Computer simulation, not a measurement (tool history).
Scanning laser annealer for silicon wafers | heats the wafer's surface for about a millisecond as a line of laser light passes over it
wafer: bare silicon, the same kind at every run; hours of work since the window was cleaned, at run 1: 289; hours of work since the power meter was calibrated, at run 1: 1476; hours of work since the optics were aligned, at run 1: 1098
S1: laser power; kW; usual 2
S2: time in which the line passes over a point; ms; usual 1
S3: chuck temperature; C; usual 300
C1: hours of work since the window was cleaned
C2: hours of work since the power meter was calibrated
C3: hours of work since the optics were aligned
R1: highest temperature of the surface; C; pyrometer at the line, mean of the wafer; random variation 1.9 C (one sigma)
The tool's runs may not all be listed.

{"run": 1, "hour": 0.0, "S1": 2, "S2": 1, "S3": 300, "C1": 289, "C2": 1476, "C3": 1098, "R1": 1110}
{"run": 2, "hour": 30.0, "S1": 2, "S2": 0.89, "S3": 300, "C1": 310, "C2": 1496, "C3": 1118, "R1": 1071}
{"run": 3, "hour": 61.9, "S1": 2, "S2": 0.89, "S3": 300, "C1": 332, "C2": 1518, "C3": 1140, "R1": 1068}
{"run": 4, "hour": 109.1, "S1": 2, "S2": 0.89, "S3": 300, "C1": 364, "C2": 1550, "C3": 1172, "R1": 1069}
{"hour": 149.7, "done": "optics aligned, line set to its width"}
{"run": 5, "hour": 150.6, "S1": 2, "S2": 0.89, "S3": 300, "C1": 389, "C2": 1575, "C3": 1, "R1": 1059}
{"run": 6, "hour": 175.5, "S1": 2, "S2": 0.89, "S3": 300, "C1": 406, "C2": 1592, "C3": 18, "R1": 1058}
{"run": 7, "hour": 199.8, "S1": 2, "S2": 0.89, "S3": 300, "C1": 422, "C2": 1608, "C3": 34, "R1": 1058}
{"run": 8, "hour": 252.8, "S1": 2, "S2": 0.89, "S3": 300, "C1": 458, "C2": 1645, "C3": 70, "R1": 1057}
{"run": 9, "hour": 279.4, "S1": 2, "S2": 0.89, "S3": 300, "C1": 476, "C2": 1663, "C3": 88, "R1": 1054}
{"run": 10, "hour": 323.4, "S1": 2, "S2": 1, "S3": 328, "C1": 506, "C2": 1693, "C3": 118, "R1": 1127}
{"run": 11, "hour": 355.7, "S1": 2, "S2": 1, "S3": 328, "C1": 528, "C2": 1715, "C3": 140, "R1": 1122}
{"hour": 378.0, "done": "optics aligned, line set to its width, once more"}
{"run": 12, "hour": 395.4, "S1": 2, "S2": 1, "S3": 328, "C1": 552, "C2": 1738, "C3": 12, "R1": 1149}
{"run": 13, "hour": 445.7, "S1": 2, "S2": 1.16, "S3": 328, "C1": 586, "C2": 1773, "C3": 46, "R1": 1209}
{"run": 14, "hour": 490.4, "S1": 2, "S2": 1.16, "S3": 328, "C1": 617, "C2": 1803, "C3": 77, "R1": 1208}
{"run": 15, "hour": 544.5, "S1": 2, "S2": 1.16, "S3": 328, "C1": 654, "C2": 1840, "C3": 113, "R1": 1209}
{"run": 16, "hour": 591.4, "S1": 2, "S2": 1.16, "S3": 328, "C1": 686, "C2": 1872, "C3": 145, "R1": 1207}
{"run": 17, "hour": 615.6, "S1": 2, "S2": 1.16, "S3": 328, "C1": 702, "C2": 1888, "C3": 162, "R1": 1206}
{"run": 18, "hour": 640.3, "S1": 2, "S2": 1.16, "S3": 328, "C1": 719, "C2": 1905, "C3": 179, "R1": 1204}
{"run": 19, "hour": 688.0, "S1": 2, "S2": 1, "S3": 300, "C1": 752, "C2": 1938, "C3": 211, "R1": 1111}
{"run": 20, "hour": 724.7, "S1": 2, "S2": 1, "S3": 320, "C1": 777, "C2": 1963, "C3": 236, "R1": 1133}
{"hour": 730.9, "done": "window over the wafer cleaned"}
{"run": 21, "hour": 762.1, "S1": 1.952, "S2": 1.07, "S3": 281, "C1": 21, "C2": 1987, "C3": 260, "R1": 1113}
{"run": 22, "hour": 814.4, "S1": 2.123, "S2": 0.8, "S3": 310, "C1": 57, "C2": 2023, "C3": 296, "R1": 1106}
{"run": 23, "hour": 841.1, "S1": 1.821, "S2": 0.88, "S3": 295, "C1": 75, "C2": 2041, "C3": 314, "R1": 985}
{"run": 24, "hour": 887.9, "S1": 1.707, "S2": 0.72, "S3": 282, "C1": 107, "C2": 2073, "C3": 346, "R1": 857}
{"run": 25, "hour": 921.1, "S1": 1.707, "S2": 1.13, "S3": 282, "C1": 130, "C2": 2095, "C3": 369, "R1": 1001}
{"run": 26, "hour": 968.5, "S1": 2.134, "S2": 0.78, "S3": 320, "C1": 162, "C2": 2128, "C3": 401, "R1": 1105}
{"run": 27, "hour": 1008.0, "S1": 2.134, "S2": 0.78, "S3": 320, "C1": 189, "C2": 2154, "C3": 428, "R1": 1110}
{"run": 28, "hour": 1064.5, "S1": 1.994, "S2": 1, "S3": 288, "C1": 227, "C2": 2193, "C3": 466, "R1": 1103}
{"run": 29, "hour": 1116.5, "S1": 2.031, "S2": 1, "S3": 279, "C1": 263, "C2": 2228, "C3": 502, "R1": 1118}
{"run": 30, "hour": 1146.9, "S1": 2, "S2": 1, "S3": 291, "C1": 284, "C2": 2249, "C3": 523, "R1": 1109}
{"run": 31, "hour": 1187.2, "S1": 2, "S2": 1, "S3": 291, "C1": 311, "C2": 2277, "C3": 550, "R1": 1105}
{"run": 32, "hour": 1232.3, "S1": 1.77, "S2": 1.22, "S3": 303, "C1": 342, "C2": 2307, "C3": 581, "R1": 1076}
{"run": 33, "hour": 1284.1, "S1": 1.77, "S2": 1.22, "S3": 303, "C1": 377, "C2": 2343, "C3": 616, "R1": 1074}
{"run": 34, "hour": 1327.6, "S1": 1.952, "S2": 1.23, "S3": 328, "C1": 407, "C2": 2372, "C3": 646, "R1": 1201}
{"run": 35, "hour": 1364.4, "S1": 1.975, "S2": 1.09, "S3": 300, "C1": 432, "C2": 2397, "C3": 671, "R1": 1133}
{"run": 36, "hour": 1395.1, "S1": 1.882, "S2": 1.09, "S3": 291, "C1": 453, "C2": 2418, "C3": 692, "R1": 1075}
{"run": 37, "hour": 1447.9, "S1": 1.882, "S2": 1.09, "S3": 291, "C1": 489, "C2": 2454, "C3": 728, "R1": 1072}
{"run": 38, "hour": 1502.0, "S1": 2.032, "S2": 1.12, "S3": 273, "C1": 526, "C2": 2491, "C3": 765, "R1": 1144}
{"run": 39, "hour": 1542.8, "S1": 2.056, "S2": 0.97, "S3": 300, "C1": 553, "C2": 2519, "C3": 792, "R1": 1118}
{"run": 40, "hour": 1582.3, "S1": 1.953, "S2": 0.97, "S3": 300, "C1": 580, "C2": 2546, "C3": 819, "R1": 1069}

Forecast each of these 5 alternatives for the next run:
{"run": "A", "hour": 1617.5, "S1": 2.161, "S2": 0.72, "S3": 313, "C1": 604, "C2": 2570, "C3": 843, "R1": "?"}
{"run": "B", "hour": 1617.5, "S1": 1.791, "S2": 1.18, "S3": 261, "C1": 604, "C2": 2570, "C3": 843, "R1": "?"}
{"run": "C", "hour": 1617.5, "S1": 1.978, "S2": 0.99, "S3": 292, "C1": 604, "C2": 2570, "C3": 843, "R1": "?"}
{"run": "D", "hour": 1617.5, "S1": 1.953, "S2": 0.79, "S3": 300, "C1": 604, "C2": 2570, "C3": 843, "R1": "?"}
{"run": "E", "hour": 1617.5, "S1": 1.789, "S2": 0.79, "S3": 300, "C1": 604, "C2": 2570, "C3": 843, "R1": "?"}

run=A R1=1066
run=B R1=1020
run=C R1=1080
run=D R1=993
run=E R1=922
Without the tool's hidden state the same runs would have given:
run=A R1=1108
run=B R1=1063
run=C R1=1125
run=D R1=1033
run=E R1=958

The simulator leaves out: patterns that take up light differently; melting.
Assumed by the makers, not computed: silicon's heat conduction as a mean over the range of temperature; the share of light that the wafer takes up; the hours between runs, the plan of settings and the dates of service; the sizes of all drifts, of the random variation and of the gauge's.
